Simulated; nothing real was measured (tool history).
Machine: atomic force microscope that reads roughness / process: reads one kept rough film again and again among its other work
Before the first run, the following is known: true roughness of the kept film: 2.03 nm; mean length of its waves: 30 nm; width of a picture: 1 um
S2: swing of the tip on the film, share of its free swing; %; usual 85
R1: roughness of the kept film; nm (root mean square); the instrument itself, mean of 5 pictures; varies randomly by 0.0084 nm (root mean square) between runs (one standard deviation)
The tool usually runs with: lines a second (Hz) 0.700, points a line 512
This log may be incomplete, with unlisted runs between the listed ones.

run 1 hour=0.0 | lines_a_second_(Hz)=0.700 S2=85 points_a_line=512 | R1=1.825
-- hour=11.8 new tip fitted
run 2 hour=13.3 | lines_a_second_(Hz)=0.700 S2=85 points_a_line=512 | R1=1.829
run 3 hour=33.2 | lines_a_second_(Hz)=0.700 S2=85 points_a_line=512 | R1=1.833
run 4 hour=55.2 | lines_a_second_(Hz)=0.700 S2=85 points_a_line=512 | R1=1.851
run 5 hour=73.4 | lines_a_second_(Hz)=0.700 S2=85 points_a_line=512 | R1=1.840
run 6 hour=92.1 | lines_a_second_(Hz)=0.985 S2=85 points_a_line=512 | R1=1.815
run 7 hour=104.9 | lines_a_second_(Hz)=0.985 S2=85 points_a_line=512 | R1=1.812
run 8 hour=121.9 | lines_a_second_(Hz)=0.985 S2=85 points_a_line=512 | R1=1.802
run 9 hour=143.8 | lines_a_second_(Hz)=2.945 S2=85 points_a_line=512 | R1=1.647
run 10 hour=157.7 | lines_a_second_(Hz)=0.700 S2=85 points_a_line=512 | R1=1.805
run 11 hour=171.2 | lines_a_second_(Hz)=0.700 S2=85 points_a_line=512 | R1=1.848
run 12 hour=181.7 | lines_a_second_(Hz)=0.700 S2=85 points_a_line=512 | R1=1.816
run 13 hour=192.9 | lines_a_second_(Hz)=0.700 S2=85 points_a_line=512 | R1=1.831
-- hour=210.9 new tip fitted
run 14 hour=218.5 | lines_a_second_(Hz)=0.700 S2=85 points_a_line=512 | R1=1.833
run 15 hour=235.9 | lines_a_second_(Hz)=0.700 S2=85 points_a_line=512 | R1=1.830
run 16 hour=247.2 | lines_a_second_(Hz)=0.700 S2=85 points_a_line=512 | R1=1.830
run 17 hour=271.6 | lines_a_second_(Hz)=0.700 S2=85 points_a_line=512 | R1=1.828
run 18 hour=289.6 | lines_a_second_(Hz)=0.700 S2=85 points_a_line=512 | R1=1.835
run 19 hour=307.7 | lines_a_second_(Hz)=0.700 S2=85 points_a_line=512 | R1=1.834
run 20 hour=322.3 | lines_a_second_(Hz)=0.700 S2=85 points_a_line=512 | R1=1.822
run 21 hour=345.4 | lines_a_second_(Hz)=0.700 S2=78 points_a_line=512 | R1=1.832
run 22 hour=356.9 | lines_a_second_(Hz)=1.112 S2=85 points_a_line=512 | R1=1.794
run 23 hour=374.3 | lines_a_second_(Hz)=1.112 S2=85 points_a_line=512 | R1=1.795
run 24 hour=394.9 | lines_a_second_(Hz)=0.700 S2=74 points_a_line=512 | R1=1.865
-- hour=411.1 new tip fitted
run 25 hour=411.1 | lines_a_second_(Hz)=0.700 S2=74 points_a_line=655 | R1=1.881
run 26 hour=432.6 | lines_a_second_(Hz)=0.700 S2=74 points_a_line=655 | R1=1.861
run 27 hour=452.8 | lines_a_second_(Hz)=0.906 S2=88 points_a_line=512 | R1=1.800
run 28 hour=464.3 | lines_a_second_(Hz)=0.906 S2=88 points_a_line=512 | R1=1.804
run 29 hour=486.1 | lines_a_second_(Hz)=0.906 S2=88 points_a_line=512 | R1=1.808
run 30 hour=509.2 | lines_a_second_(Hz)=0.906 S2=88 points_a_line=512 | R1=1.793
run 31 hour=533.3 | lines_a_second_(Hz)=0.906 S2=88 points_a_line=512 | R1=1.805
run 32 hour=543.6 | lines_a_second_(Hz)=0.707 S2=88 points_a_line=425 | R1=1.818
run 33 hour=555.3 | lines_a_second_(Hz)=1.296 S2=63 points_a_line=854 | R1=1.866
run 34 hour=566.9 | lines_a_second_(Hz)=1.076 S2=64 points_a_line=512 | R1=1.849
run 35 hour=584.3 | lines_a_second_(Hz)=1.076 S2=64 points_a_line=512 | R1=1.857
run 36 hour=606.8 | lines_a_second_(Hz)=1.076 S2=64 points_a_line=512 | R1=1.861
-- hour=610.9 new tip fitted
run 37 hour=625.1 | lines_a_second_(Hz)=1.076 S2=64 points_a_line=422 | R1=1.869
run 38 hour=636.8 | lines_a_second_(Hz)=2.050 S2=57 points_a_line=512 | R1=1.862
run 39 hour=660.5 | lines_a_second_(Hz)=2.050 S2=57 points_a_line=512 | R1=1.868
run 40 hour=674.8 | lines_a_second_(Hz)=0.700 S2=56 points_a_line=512 | R1=1.884
run 41 hour=690.8 | lines_a_second_(Hz)=3.234 S2=89 points_a_line=317 | R1=1.561
run 42 hour=714.4 | lines_a_second_(Hz)=3.336 S2=71 points_a_line=280 | R1=1.728
run 43 hour=736.3 | lines_a_second_(Hz)=0.700 S2=58 points_a_line=512 | R1=1.888
run 44 hour=758.2 | lines_a_second_(Hz)=0.700 S2=58 points_a_line=512 | R1=1.896
run 45 hour=777.8 | lines_a_second_(Hz)=1.398 S2=69 points_a_line=694 | R1=1.833
run 46 hour=794.3 | lines_a_second_(Hz)=0.667 S2=67 points_a_line=869 | R1=1.881
run 47 hour=805.2 | lines_a_second_(Hz)=1.405 S2=71 points_a_line=512 | R1=1.840
-- hour=810.2 new tip fitted
run 48 hour=817.1 | lines_a_second_(Hz)=1.405 S2=71 points_a_line=512 | R1=1.851
run 49 hour=841.6 | lines_a_second_(Hz)=0.792 S2=57 points_a_line=512 | R1=1.893
run 50 hour=858.4 | lines_a_second_(Hz)=0.700 S2=85 points_a_line=358 | R1=1.839
run 51 hour=882.5 | lines_a_second_(Hz)=2.529 S2=58 points_a_line=893 | R1=1.851
run 52 hour=906.8 | lines_a_second_(Hz)=0.700 S2=58 points_a_line=393 | R1=1.863

Alternative continuations, all from the tool just after run 52; predict every row:
run A hour=925.0 | lines_a_second_(Hz)=1.140 S2=58 points_a_line=631 | R1=?
run B hour=925.0 | lines_a_second_(Hz)=1.308 S2=58 points_a_line=728 | R1=?
run C hour=925.0 | lines_a_second_(Hz)=0.507 S2=88 points_a_line=393 | R1=?
run D hour=925.0 | lines_a_second_(Hz)=0.700 S2=77 points_a_line=640 | R1=?

run=A R1=1.873
run=B R1=1.881
run=C R1=1.832
run=D R1=1.847
Take away the tool's hidden state, keep each run's random variation, and the runs would have read:
run=A R1=1.878
run=B R1=1.886
run=C R1=1.837
run=D R1=1.852
